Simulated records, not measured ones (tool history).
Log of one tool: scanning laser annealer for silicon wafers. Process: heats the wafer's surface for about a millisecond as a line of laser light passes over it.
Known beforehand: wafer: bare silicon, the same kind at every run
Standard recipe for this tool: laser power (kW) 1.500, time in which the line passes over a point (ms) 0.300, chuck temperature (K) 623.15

run     day  laser power (kW)  time in which the line passes over a point (ms)  chuck temperature (K)  highest temperature of the surface (K)
  1   0.000             1.500                                            0.300                 623.15                                 1414.15
  2   1.988             1.500                                            0.300                 623.15                                 1411.15
  3   3.446             1.500                                            0.300                 623.15                                 1410.15
  4   5.221             1.500                                            0.300                 623.15                                 1408.15
  5   6.812             1.500                                            0.300                 623.15                                 1404.15
  6   9.046             1.500                                            0.300                 623.15                                 1406.15
  7  11.404             1.500                                            0.300                 658.15                                 1439.15
  8  13.000             1.500                                            0.300                 646.15                                 1425.15
  9  15.308             1.500                                            0.251                 646.15                                 1345.15
 10  17.046             1.500                                            0.267                 623.15                                 1349.15
 11  19.288             1.500                                            0.300                 635.15                                 1409.15
     20.158  -- window over the wafer cleaned
 12  20.396             1.500                                            0.300                 622.15                                 1432.15
 13  22.296             1.415                                            0.283                 648.15                                 1377.15
 14  24.012             1.415                                            0.283                 648.15                                 1376.15
 15  26.233             1.311                                            0.249                 600.15                                 1206.15
 16  28.054             1.596                                            0.248                 638.15                                 1422.15
 17  29.371             1.596                                            0.248                 638.15                                 1421.15
 18  31.117             1.596                                            0.248                 638.15                                 1419.15
 19  32.408             1.572                                            0.266                 609.15                                 1405.15
 20  34.754             1.426                                            0.313                 623.15                                 1389.15
 21  36.392             1.283                                            0.264                 623.15                                 1230.15

Predict each of these 5 candidate next runs independently; none follows another, all start after run 21:
     37.662  -- optics aligned, line set to its width
  A  38.671             1.406                                            0.264                 635.15                                       ?
     37.662  -- optics aligned, line set to its width
  B  38.671             1.647                                            0.359                 661.15                                       ?
     37.662  -- optics aligned, line set to its width
  C  38.671             1.432                                            0.280                 655.15                                       ?
     37.662  -- optics aligned, line set to its width
  D  38.671             1.500                                            0.343                 590.15                                       ?
     37.662  -- optics aligned, line set to its width
  E  38.671             1.500                                            0.300                 598.15                                       ?

run  highest temperature of the surface (K)
  A                                 1321.15
  B                                 1664.15
  C                                 1383.15
  D                                 1460.15
  E                                 1397.15
What these runs would have given with no unlogged condition in the tool:
run  highest temperature of the surface (K)
  A                                 1338.15
  B                                 1689.15
  C                                 1401.15
  D                                 1481.15
  E                                 1417.15
